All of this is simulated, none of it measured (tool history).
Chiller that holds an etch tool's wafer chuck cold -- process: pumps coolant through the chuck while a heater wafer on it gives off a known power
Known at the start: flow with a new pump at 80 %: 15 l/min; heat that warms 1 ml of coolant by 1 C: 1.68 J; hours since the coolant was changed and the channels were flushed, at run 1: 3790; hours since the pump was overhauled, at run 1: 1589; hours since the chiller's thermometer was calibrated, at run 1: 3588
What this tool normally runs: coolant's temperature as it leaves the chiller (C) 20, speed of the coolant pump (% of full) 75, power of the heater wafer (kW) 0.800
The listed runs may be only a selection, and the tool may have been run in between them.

run   hour  coolant's temperature as it leaves the chiller (C)  speed of the coolant pump (% of full)  power of the heater wafer (kW)  hours since the coolant was changed and the channels were flushed  hours since the pump was overhauled  hours since the chiller's thermometer was calibrated  chuck's temperature once it has settled (K)  how much warmer the coolant comes back (C)
  1    0.0                                                  20                                     75                           0.800                                                               3790                                 1589                                                  3588                                       302.75                                        2.02
  2   35.6                                                  20                                     75                           0.800                                                               3825                                 1625                                                  3624                                       302.95                                        2.06
  3   60.5                                                  20                                     75                           0.800                                                               3850                                 1650                                                  3649                                       302.75                                        2.05
  4  111.1                                                  20                                     75                           0.800                                                               3901                                 1700                                                  3699                                       302.65                                        1.98
  5  149.7                                                  20                                     75                           0.800                                                               3940                                 1739                                                  3738                                       302.85                                        2.07
  6  191.4                                                  20                                     75                           1.097                                                               3981                                 1781                                                  3780                                       306.35                                        2.77
  7  243.7                                                  20                                     75                           0.800                                                               4034                                 1833                                                  3832                                       302.85                                        2.08
  8  285.9                                                  20                                     76                           0.800                                                               4076                                 1875                                                  3874                                       302.85                                        2.06
  9  338.3                                                  20                                     76                           0.800                                                               4128                                 1928                                                  3927                                       302.85                                        2.05
 10  373.7                                                  10                                     75                           0.800                                                               4164                                 1963                                                  3962                                       292.95                                        2.01
 11  416.1                                                  10                                     75                           0.800                                                               4206                                 2006                                                  4004                                       292.95                                        2.02
 12  443.1                                                  20                                     75                           0.800                                                               4233                                 2033                                                  4031                                       302.75                                        2.06
 13  494.5                                                  20                                     75                           0.902                                                               4284                                 2084                                                  4083                                       304.05                                        2.25
 14  544.8                                                  20                                     75                           0.902                                                               4335                                 2134                                                  4133                                       303.95                                        2.28
 15  584.7                                                  14                                     75                           0.800                                                               4375                                 2174                                                  4173                                       296.65                                        2.05
 16  617.0                                                  17                                     75                           0.800                                                               4407                                 2206                                                  4205                                       299.85                                        2.02
 17  649.3                                                  20                                     75                           0.514                                                               4439                                 2239                                                  4238                                       299.45                                        1.35
 18  696.4                                                  27                                     85                           0.523                                                               4486                                 2286                                                  4285                                       305.85                                        1.16
     707.9  -- chiller's thermometer calibrated
 19  743.7                                                  27                                     85                           0.523                                                               4533                                 2332                                                    36                                       305.65                                        1.19
 20  785.0                                                  27                                     68                           0.951                                                               4574                                 2373                                                    77                                       312.55                                        2.72
 21  810.0                                                  12                                     68                           0.951                                                               4599                                 2398                                                   102                                       297.35                                        2.63
 22  847.9                                                  26                                     73                           0.951                                                               4637                                 2436                                                   140                                       311.05                                        2.50
 23  878.5                                                  22                                     75                           0.800                                                               4667                                 2467                                                   171                                       304.75                                        2.03
 24  902.8                                                  22                                     94                           0.559                                                               4692                                 2491                                                   195                                       300.85                                        1.16
 25  952.6                                                  20                                     66                           0.800                                                               4741                                 2541                                                   245                                       303.85                                        2.32

Each row is a separate what-if for the run after 25, all from the same tool condition, not one after another. Results?
  A  998.2                                                  20                                     72                           0.800                                                               4787                                 2587                                                   290                                            ?                                           ?
  B  998.2                                                  30                                     76                           0.545                                                               4787                                 2587                                                   290                                            ?                                           ?
  C  998.2                                                  20                                     75                           0.589                                                               4787                                 2587                                                   290                                            ?                                           ?

run  chuck's temperature once it has settled (K)  how much warmer the coolant comes back (C)
  A                                       303.05                                        2.11
  B                                       309.75                                        1.37
  C                                       300.25                                        1.53
Take away the tool's hidden state, keep each run's random variation, and the runs would have read:
run  chuck's temperature once it has settled (K)  how much warmer the coolant comes back (C)
  A                                       303.05                                        2.11
  B                                       309.75                                        1.37
  C                                       300.15                                        1.53

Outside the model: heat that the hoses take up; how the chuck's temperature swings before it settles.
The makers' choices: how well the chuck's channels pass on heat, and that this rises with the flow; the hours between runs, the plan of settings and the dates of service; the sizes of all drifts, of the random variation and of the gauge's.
